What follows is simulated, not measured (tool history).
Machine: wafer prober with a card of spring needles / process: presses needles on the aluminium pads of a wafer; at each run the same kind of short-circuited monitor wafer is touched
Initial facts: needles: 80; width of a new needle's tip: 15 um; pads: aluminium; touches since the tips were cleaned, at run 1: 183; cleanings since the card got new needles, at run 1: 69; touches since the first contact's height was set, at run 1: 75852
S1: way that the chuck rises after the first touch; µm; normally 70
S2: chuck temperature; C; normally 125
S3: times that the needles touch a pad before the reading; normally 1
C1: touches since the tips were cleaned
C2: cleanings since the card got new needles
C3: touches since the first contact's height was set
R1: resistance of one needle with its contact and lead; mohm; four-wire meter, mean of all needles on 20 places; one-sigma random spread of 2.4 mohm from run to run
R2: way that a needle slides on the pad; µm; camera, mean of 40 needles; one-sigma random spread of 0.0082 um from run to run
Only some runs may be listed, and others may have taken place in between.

{"run": 1, "day": 0.0, "S1": 70, "S2": 125, "S3": 1, "C1": 183, "C2": 69, "C3": 75852, "R1": 290, "R2": 10.071}
{"day": 0.988, "done": "tips cleaned on abrasive film"}
{"day": 2.108, "done": "tips cleaned on abrasive film"}
{"day": 2.267, "done": "height of the first contact set anew"}
{"run": 2, "day": 2.7, "S1": 70, "S2": 125, "S3": 1, "C1": 4932, "C2": 71, "C3": 3693, "R1": 328, "R2": 10.133}
{"day": 3.146, "done": "tips cleaned on abrasive film"}
{"day": 4.179, "done": "tips cleaned on abrasive film"}
{"day": 5.088, "done": "tips cleaned on abrasive film"}
{"day": 6.088, "done": "tips cleaned on abrasive film"}
{"run": 3, "day": 6.088, "S1": 70, "S2": 125, "S3": 1, "C1": 0, "C2": 75, "C3": 32584, "R1": 277, "R2": 10.092}
{"day": 7.104, "done": "tips cleaned on abrasive film"}
{"day": 8.2, "done": "tips cleaned on abrasive film"}
{"day": 9.304, "done": "tips cleaned on abrasive film"}
{"run": 4, "day": 9.471, "S1": 70, "S2": 125, "S3": 1, "C1": 1434, "C2": 78, "C3": 61446, "R1": 304, "R2": 10.083}
{"day": 10.225, "done": "tips cleaned on abrasive film"}
{"day": 11.246, "done": "tips cleaned on abrasive film"}
{"run": 5, "day": 12.042, "S1": 70, "S2": 125, "S3": 1, "C1": 6814, "C2": 80, "C3": 83418, "R1": 332, "R2": 10.047}
{"day": 12.275, "done": "tips cleaned on abrasive film"}
{"day": 13.362, "done": "tips cleaned on abrasive film"}
{"day": 13.375, "done": "height of the first contact set anew"}
{"run": 6, "day": 14.054, "S1": 75, "S2": 125, "S3": 1, "C1": 5829, "C2": 82, "C3": 5829, "R1": 324, "R2": 10.859}
{"day": 14.283, "done": "tips cleaned on abrasive film"}
{"day": 15.262, "done": "tips cleaned on abrasive film"}
{"day": 16.267, "done": "tips cleaned on abrasive film"}
{"run": 7, "day": 17.017, "S1": 75, "S2": 125, "S3": 1, "C1": 6419, "C2": 85, "C3": 31098, "R1": 326, "R2": 10.817}
{"day": 17.246, "done": "tips cleaned on abrasive film"}
{"day": 18.325, "done": "tips cleaned on abrasive film"}
{"day": 19.408, "done": "tips cleaned on abrasive film"}
{"run": 8, "day": 19.912, "S1": 70, "S2": 125, "S3": 2, "C1": 4328, "C2": 88, "C3": 55792, "R1": 306, "R2": 10.101}
{"day": 20.354, "done": "tips cleaned on abrasive film"}
{"day": 21.342, "done": "tips cleaned on abrasive film"}
{"run": 9, "day": 21.342, "S1": 70, "S2": 125, "S3": 2, "C1": 0, "C2": 90, "C3": 67970, "R1": 283, "R2": 10.077}
{"day": 22.479, "done": "tips cleaned on abrasive film"}
{"run": 10, "day": 23.058, "S1": 70, "S2": 125, "S3": 2, "C1": 4954, "C2": 91, "C3": 82624, "R1": 310, "R2": 10.059}
{"day": 23.512, "done": "tips cleaned on abrasive film"}
{"day": 24.575, "done": "tips cleaned on abrasive film"}
{"day": 24.588, "done": "height of the first contact set anew"}
{"day": 25.642, "done": "tips cleaned on abrasive film"}
{"run": 11, "day": 25.783, "S1": 70, "S2": 125, "S3": 2, "C1": 1226, "C2": 94, "C3": 10218, "R1": 294, "R2": 10.123}
{"day": 26.642, "done": "tips cleaned on abrasive film"}
{"day": 27.65, "done": "tips cleaned on abrasive film"}
{"run": 12, "day": 27.65, "S1": 70, "S2": 125, "S3": 2, "C1": 0, "C2": 96, "C3": 26122, "R1": 288, "R2": 10.108}
{"day": 28.6, "done": "tips cleaned on abrasive film"}
{"day": 29.625, "done": "tips cleaned on abrasive film"}
{"run": 13, "day": 30.267, "S1": 70, "S2": 125, "S3": 2, "C1": 5492, "C2": 98, "C3": 48480, "R1": 311, "R2": 10.091}
{"day": 30.671, "done": "tips cleaned on abrasive film"}
{"day": 31.579, "done": "tips cleaned on abrasive film"}
{"run": 14, "day": 32.225, "S1": 70, "S2": 125, "S3": 2, "C1": 5545, "C2": 100, "C3": 65186, "R1": 310, "R2": 10.073}
{"day": 32.683, "done": "tips cleaned on abrasive film"}
{"day": 33.788, "done": "tips cleaned on abrasive film"}
{"run": 15, "day": 34.258, "S1": 78, "S2": 91, "S3": 2, "C1": 4045, "C2": 102, "C3": 82535, "R1": 298, "R2": 11.212}
{"day": 34.871, "done": "tips cleaned on abrasive film"}
{"day": 35.717, "done": "height of the first contact set anew"}
{"day": 35.829, "done": "tips cleaned on abrasive film"}
{"run": 16, "day": 35.829, "S1": 87, "S2": 91, "S3": 2, "C1": 0, "C2": 104, "C3": 922, "R1": 268, "R2": 12.59}
{"day": 36.875, "done": "tips cleaned on abrasive film"}
{"day": 37.938, "done": "tips cleaned on abrasive film"}
{"run": 17, "day": 38.088, "S1": 55, "S2": 73, "S3": 1, "C1": 1267, "C2": 106, "C3": 20184, "R1": 313, "R2": 7.937}
{"day": 38.858, "done": "tips cleaned on abrasive film"}
{"day": 39.888, "done": "tips cleaned on abrasive film"}
{"run": 18, "day": 39.925, "S1": 55, "S2": 73, "S3": 1, "C1": 304, "C2": 108, "C3": 35853, "R1": 284, "R2": 7.917}
{"day": 40.829, "done": "tips cleaned on abrasive film"}
{"day": 41.817, "done": "tips cleaned on abrasive film"}
{"run": 19, "day": 42.479, "S1": 70, "S2": 69, "S3": 2, "C1": 5680, "C2": 110, "C3": 57667, "R1": 297, "R2": 10.065}
{"day": 42.938, "done": "tips cleaned on abrasive film"}
{"day": 43.958, "done": "tips cleaned on abrasive film"}
{"day": 45.029, "done": "tips cleaned on abrasive film"}
{"day": 46.021, "done": "tips cleaned on abrasive film"}
{"run": 20, "day": 46.021, "S1": 70, "S2": 34, "S3": 3, "C1": 0, "C2": 114, "C3": 87855, "R1": 258, "R2": 10.044}
{"day": 46.938, "done": "height of the first contact set anew"}
{"day": 47.171, "done": "tips cleaned on abrasive film"}
{"day": 48.242, "done": "tips cleaned on abrasive film"}
{"run": 21, "day": 48.767, "S1": 66, "S2": 31, "S3": 3, "C1": 4494, "C2": 116, "C3": 15581, "R1": 275, "R2": 9.542}
{"day": 49.2, "done": "tips cleaned on abrasive film"}
{"day": 50.229, "done": "tips cleaned on abrasive film"}
{"run": 22, "day": 50.371, "S1": 70, "S2": 34, "S3": 1, "C1": 1188, "C2": 118, "C3": 29241, "R1": 287, "R2": 10.102}
{"day": 51.183, "done": "tips cleaned on abrasive film"}
{"day": 52.217, "done": "tips cleaned on abrasive film"}
{"day": 53.221, "done": "tips cleaned on abrasive film"}
{"run": 23, "day": 53.221, "S1": 57, "S2": 81, "S3": 2, "C1": 0, "C2": 121, "C3": 53549, "R1": 275, "R2": 8.179}
{"day": 54.146, "done": "tips cleaned on abrasive film"}
{"day": 55.2, "done": "tips cleaned on abrasive film"}
{"run": 24, "day": 55.358, "S1": 57, "S2": 81, "S3": 2, "C1": 1353, "C2": 123, "C3": 71783, "R1": 293, "R2": 8.18}
{"day": 56.229, "done": "tips cleaned on abrasive film"}
{"day": 57.296, "done": "tips cleaned on abrasive film"}
{"run": 25, "day": 57.838, "S1": 61, "S2": 124, "S3": 1, "C1": 4651, "C2": 125, "C3": 92959, "R1": 352, "R2": 8.733}
{"day": 58.067, "done": "height of the first contact set anew"}
{"day": 58.296, "done": "tips cleaned on abrasive film"}
{"day": 59.354, "done": "tips cleaned on abrasive film"}
{"run": 26, "day": 59.988, "S1": 78, "S2": 125, "S3": 1, "C1": 5446, "C2": 127, "C3": 16396, "R1": 324, "R2": 11.259}
{"day": 60.412, "done": "tips cleaned on abrasive film"}
{"day": 61.512, "done": "tips cleaned on abrasive film"}
{"run": 27, "day": 61.525, "S1": 52, "S2": 125, "S3": 1, "C1": 94, "C2": 129, "C3": 29475, "R1": 299, "R2": 7.496}
{"day": 62.633, "done": "tips cleaned on abrasive film"}
{"day": 63.729, "done": "tips cleaned on abrasive film"}
{"run": 28, "day": 64.283, "S1": 52, "S2": 125, "S3": 1, "C1": 4744, "C2": 131, "C3": 53030, "R1": 371, "R2": 7.459}

What if the next run were any one of these 4? Each begins from the tool's condition after run 28:
{"day": 64.738, "done": "tips cleaned on abrasive film"}
{"day": 65.825, "done": "tips cleaned on abrasive film"}
{"day": 66.908, "done": "tips cleaned on abrasive film"}
{"run": "A", "day": 67.808, "S1": 70, "S2": 125, "S3": 1, "C1": 7708, "C2": 134, "C3": 83134, "R1": "?", "R2": "?"}
{"day": 64.738, "done": "tips cleaned on abrasive film"}
{"day": 65.825, "done": "tips cleaned on abrasive film"}
{"day": 66.908, "done": "tips cleaned on abrasive film"}
{"run": "B", "day": 67.808, "S1": 52, "S2": 125, "S3": 2, "C1": 7708, "C2": 134, "C3": 83134, "R1": "?", "R2": "?"}
{"day": 64.738, "done": "tips cleaned on abrasive film"}
{"day": 65.825, "done": "tips cleaned on abrasive film"}
{"day": 66.908, "done": "tips cleaned on abrasive film"}
{"run": "C", "day": 67.808, "S1": 70, "S2": 32, "S3": 2, "C1": 7708, "C2": 134, "C3": 83134, "R1": "?", "R2": "?"}
{"day": 64.738, "done": "tips cleaned on abrasive film"}
{"day": 65.825, "done": "tips cleaned on abrasive film"}
{"day": 66.908, "done": "tips cleaned on abrasive film"}
{"run": "D", "day": 67.808, "S1": 59, "S2": 27, "S3": 2, "C1": 7708, "C2": 134, "C3": 83134, "R1": "?", "R2": "?"}

run=A R1=337 R2=10.047
run=B R1=343 R2=7.433
run=C R1=294 R2=10.063
run=D R1=315 R2=8.452
Without the tool's unlogged condition, the same runs would have read:
run=A R1=277 R2=10.124
run=B R1=280 R2=7.510
run=C R1=252 R2=10.140
run=D R1=256 R2=8.529

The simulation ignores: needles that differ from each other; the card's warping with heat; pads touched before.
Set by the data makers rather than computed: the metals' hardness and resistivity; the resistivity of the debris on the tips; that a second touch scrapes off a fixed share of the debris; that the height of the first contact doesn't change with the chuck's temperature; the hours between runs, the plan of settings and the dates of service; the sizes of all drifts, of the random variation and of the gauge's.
